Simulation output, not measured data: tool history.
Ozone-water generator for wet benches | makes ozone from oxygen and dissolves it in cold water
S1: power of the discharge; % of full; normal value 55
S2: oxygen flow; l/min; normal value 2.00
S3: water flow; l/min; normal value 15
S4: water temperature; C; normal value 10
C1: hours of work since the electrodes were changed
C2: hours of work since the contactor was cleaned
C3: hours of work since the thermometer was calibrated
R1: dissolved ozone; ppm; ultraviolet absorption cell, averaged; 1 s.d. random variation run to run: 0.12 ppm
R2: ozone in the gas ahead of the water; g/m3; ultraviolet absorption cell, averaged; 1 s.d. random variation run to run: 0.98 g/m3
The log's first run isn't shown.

| run | hour | S1 | S2 | S3 | S4 | C1 | C2 | C3 | R1 | R2 |
|---|---|---|---|---|---|---|---|---|---|---|
| 2 | 22.6 | 44 | 2.00 | 15 | 10 | 106 | 4038 | 2665 | 7.7 | 139.3 |
|  | 53.7 | contactor cleaned |
| 3 | 61.2 | 44 | 2.00 | 15 | 10 | 137 | 7 | 2695 | 8.0 | 139.9 |
| 4 | 77.8 | 44 | 2.00 | 15 | 10 | 152 | 21 | 2710 | 7.7 | 140.5 |
| 5 | 94.8 | 44 | 2.00 | 15 | 10 | 167 | 36 | 2725 | 8.0 | 141.3 |
| 6 | 129.1 | 98 | 2.00 | 15 | 10 | 197 | 67 | 2756 | 15.4 | 271.1 |
| 7 | 154.8 | 55 | 2.00 | 15 | 9 | 220 | 90 | 2778 | 9.7 | 167.3 |
| 8 | 184.9 | 87 | 2.00 | 15 | 10 | 246 | 116 | 2805 | 13.9 | 243.2 |
| 9 | 212.4 | 55 | 2.00 | 15 | 10 | 271 | 141 | 2829 | 9.6 | 168.6 |
| 10 | 228.8 | 55 | 2.00 | 15 | 10 | 285 | 155 | 2844 | 9.5 | 166.7 |
| 11 | 252.9 | 55 | 2.00 | 13 | 10 | 307 | 177 | 2865 | 11.0 | 165.8 |
| 12 | 275.8 | 55 | 2.00 | 13 | 10 | 327 | 197 | 2886 | 11.2 | 166.4 |
| 13 | 304.2 | 55 | 2.00 | 13 | 10 | 352 | 222 | 2911 | 11.0 | 167.5 |
| 14 | 322.0 | 55 | 2.50 | 13 | 10 | 368 | 238 | 2927 | 11.7 | 154.1 |
| 15 | 355.8 | 55 | 2.04 | 13 | 10 | 398 | 268 | 2957 | 11.1 | 167.4 |
| 16 | 371.3 | 55 | 2.04 | 13 | 10 | 412 | 281 | 2970 | 11.1 | 165.8 |
| 17 | 385.8 | 55 | 2.04 | 13 | 10 | 425 | 294 | 2983 | 11.2 | 166.4 |

Predict the results of run 18:
| 18 | 414.3 | 55 | 1.79 | 13 | 5 | 450 | 320 | 3008 | ? | ? |

R1: 11.2 ppm
R2: 174.8 g/m3
On a tool with no hidden condition, and with the same random variation, this run would have come out at R1 11.4 ppm, R2 176.0 g/m3.

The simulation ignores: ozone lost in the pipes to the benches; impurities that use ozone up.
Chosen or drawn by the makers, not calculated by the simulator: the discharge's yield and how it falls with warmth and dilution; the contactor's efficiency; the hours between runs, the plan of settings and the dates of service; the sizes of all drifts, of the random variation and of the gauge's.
